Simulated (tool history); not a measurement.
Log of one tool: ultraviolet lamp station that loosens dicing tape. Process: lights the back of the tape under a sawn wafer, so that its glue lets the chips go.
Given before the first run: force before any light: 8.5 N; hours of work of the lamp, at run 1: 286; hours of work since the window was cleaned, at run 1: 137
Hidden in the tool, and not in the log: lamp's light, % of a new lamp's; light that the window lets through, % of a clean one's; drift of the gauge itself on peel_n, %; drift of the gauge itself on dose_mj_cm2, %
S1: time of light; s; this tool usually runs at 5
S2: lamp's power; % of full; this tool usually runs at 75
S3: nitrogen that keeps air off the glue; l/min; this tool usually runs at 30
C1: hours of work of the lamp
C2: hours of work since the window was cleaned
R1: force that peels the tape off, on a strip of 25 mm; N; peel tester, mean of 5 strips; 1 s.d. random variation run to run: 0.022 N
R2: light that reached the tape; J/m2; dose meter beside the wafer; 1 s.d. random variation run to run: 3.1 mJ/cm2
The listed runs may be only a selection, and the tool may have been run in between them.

run     day  S1  S2  S3   C1   C2     R1    R2
  1   0.000   5  75  30  286  137  1.089  4820
  2   1.608   5  75  30  310  161  1.080  4810
  3   2.450   5  75  30  323  174  1.111  4800
  4   3.900   4  75  30  345  196  1.643  3870
  5   5.479   5  75  19  369  220  1.338  4820
  6   6.325   5  75  19  382  233  1.323  4830
  7   8.042   5  75  19  408  259  1.277  4760
  8   9.604   5  75  19  431  282  1.350  4780
     11.250  -- window cleaned of glue's vapour
  9  11.250   5  75  19  456    0  1.369  4810
 10  12.458   5  75  19  474   18  1.288  4780
 11  13.262   5  75  19  486   30  1.277  4870
 12  15.242   5  75  19  516   60  1.318  4850
 13  16.596   3  90  14  537   81  2.401  3450
 14  18.033   3  90  14  558  103  2.343  3460
 15  19.746   5  99  23  584  128  0.698  6360
 16  20.938   5  99  23  602  146  0.704  6430
 17  22.408   6  99  55  625  169  0.353  7570
 18  23.579   6  99  55  642  186  0.365  7620
 19  24.504   6  99  55  656  200  0.362  7590
 20  25.579   5  90  30  673  217  0.776  5780
 21  27.338   5  90  30  699  243  0.782  5700

Expected results for the next run?
 22  28.225   5  90  30  713  257   ?   ?

{"run 22": {"R1": 0.735, "R2": 5780}}
With no hidden state in the tool, this same run would have given R1 0.732 N, R2 5790 J/m2.
